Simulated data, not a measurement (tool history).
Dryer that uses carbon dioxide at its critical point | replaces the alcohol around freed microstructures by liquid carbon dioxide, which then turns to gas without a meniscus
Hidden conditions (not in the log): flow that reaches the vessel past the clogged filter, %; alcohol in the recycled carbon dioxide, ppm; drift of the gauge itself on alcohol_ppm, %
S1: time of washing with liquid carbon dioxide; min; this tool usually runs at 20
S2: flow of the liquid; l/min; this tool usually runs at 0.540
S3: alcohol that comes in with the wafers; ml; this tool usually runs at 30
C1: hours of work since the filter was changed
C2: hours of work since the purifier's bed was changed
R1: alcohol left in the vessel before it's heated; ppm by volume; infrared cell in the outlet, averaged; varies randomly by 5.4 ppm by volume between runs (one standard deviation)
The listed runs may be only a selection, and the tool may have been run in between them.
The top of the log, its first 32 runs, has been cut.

| run | hour | S1 | S2 | S3 | C1 | C2 | R1 |
|---|---|---|---|---|---|---|---|
| 33 | 207.1 | 19 | 0.532 | 32 | 53 | 81 | 239 |
| 34 | 214.6 | 19 | 0.532 | 32 | 55 | 83 | 256 |
| 35 | 223.3 | 19 | 0.532 | 32 | 59 | 86 | 247 |
| 36 | 228.0 | 20 | 0.394 | 30 | 60 | 88 | 543 |
| 37 | 234.4 | 18 | 0.540 | 38 | 63 | 90 | 356 |
| 38 | 240.8 | 18 | 0.540 | 38 | 65 | 93 | 349 |
| 39 | 245.3 | 18 | 0.540 | 38 | 66 | 94 | 350 |
| 40 | 252.2 | 13 | 0.704 | 31 | 69 | 97 | 381 |
| 41 | 261.0 | 30 | 0.704 | 52 | 72 | 100 | 29 |
| 42 | 268.1 | 25 | 0.704 | 20 | 75 | 102 | 31 |
| 43 | 274.2 | 25 | 0.564 | 82 | 77 | 105 | 147 |
| 44 | 283.2 | 29 | 0.523 | 30 | 80 | 108 | 58 |
| 45 | 291.5 | 13 | 0.700 | 30 | 83 | 111 | 389 |
| 46 | 299.5 | 20 | 0.475 | 110 | 86 | 114 | 1082 |

Alternative continuations, all from the tool just after run 46; predict every row:
| A | 307.3 | 15 | 0.542 | 42 | 89 | 116 | ? |
| B | 307.3 | 14 | 0.475 | 36 | 89 | 116 | ? |
| C | 307.3 | 31 | 0.385 | 110 | 89 | 116 | ? |
| D | 307.3 | 16 | 0.362 | 21 | 89 | 116 | ? |
| E | 307.3 | 28 | 0.540 | 32 | 89 | 116 | ? |

| run | R1 |
|---|---|
| A | 793 |
| B | 1163 |
| C | 400 |
| D | 960 |
| E | 59 |
Take away the tool's hidden state, keep each run's random variation, and the runs would have read:
| run | R1 |
|---|---|
| A | 590 |
| B | 916 |
| C | 253 |
| D | 772 |
| E | 21 |

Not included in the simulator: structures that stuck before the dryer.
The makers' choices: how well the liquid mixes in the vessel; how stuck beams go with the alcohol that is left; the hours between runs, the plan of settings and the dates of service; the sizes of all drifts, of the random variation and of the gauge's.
